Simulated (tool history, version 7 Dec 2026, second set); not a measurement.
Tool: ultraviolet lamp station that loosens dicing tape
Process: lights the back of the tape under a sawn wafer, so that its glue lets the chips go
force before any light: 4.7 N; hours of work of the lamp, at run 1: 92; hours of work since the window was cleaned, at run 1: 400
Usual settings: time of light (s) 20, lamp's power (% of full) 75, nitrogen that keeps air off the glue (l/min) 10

run,day,time of light (s),lamp's power (% of full),nitrogen that keeps air off the glue (l/min),hours of work of the lamp,hours of work since the window was cleaned,force that peels the tape off (N),light that reached the tape (mJ/cm2)
1,0,20,75,10,92,400,0.399,388
2,0.775,20,75,10,100,408,0.397,386
3,1.283,20,75,10,105,413,0.393,390
4,1.904,20,75,10,111,419,0.402,388
5,2.917,20,75,10,121,429,0.412,380
6,3.783,14,75,10,129,438,0.768,270
7,4.762,14,75,10,139,447,0.746,270
8,5.508,14,75,10,146,454,0.744,264
9,6.088,14,75,10,152,460,0.748,263
# day 6.196: window cleaned of glue's vapour
10,6.867,14,75,10,159,7,0.804,253
11,7.504,14,75,10,166,13,0.807,259
12,8.354,14,75,10,174,21,0.809,253
# day 8.604: window cleaned of glue's vapour, once more
13,8.846,14,96,10,179,2,0.422,379
14,9.483,14,70,17,185,9,0.51,276
15,10.262,14,70,17,193,16,0.498,277
16,11.188,38,86,5,202,25,0.196,919
17,11.746,37,86,12,207,31,0.183,892
18,12.762,38,77,10,217,41,0.173,824
19,13.729,13,71,5,227,50,1.134,254
20,14.362,12,74,4,233,56,1.396,244
21,15.371,20,80,16,243,66,0.238,447
22,15.85,36,75,10,247,71,0.198,742
23,16.842,20,75,19,257,81,0.252,413
24,17.692,23,68,16,265,89,0.252,426
25,18.158,29,71,18,270,94,0.2,559

Hidden state at the last listed run before each entry between runs and at the first one after, where it differs:
Between runs 9 and 10: window cleaned of glue's vapour (day 6.196)
  lamp's light, % of a new lamp's: 97.1 -> 97; light that the window lets through, % of a clean one's: 87.9 -> 85.2
  measured less the result without the state, force that peels the tape off (N): +0.171 -> +0.214; light that reached the tape (mJ/cm2): -45 -> -54
Between runs 12 and 13: window cleaned of glue's vapour, once more (day 8.604)
  light that the window lets through, % of a clean one's: 84.9 -> 99.6
  measured less the result without the state, force that peels the tape off (N): +0.219 -> +0.026; light that reached the tape (mJ/cm2): -56 -> -15

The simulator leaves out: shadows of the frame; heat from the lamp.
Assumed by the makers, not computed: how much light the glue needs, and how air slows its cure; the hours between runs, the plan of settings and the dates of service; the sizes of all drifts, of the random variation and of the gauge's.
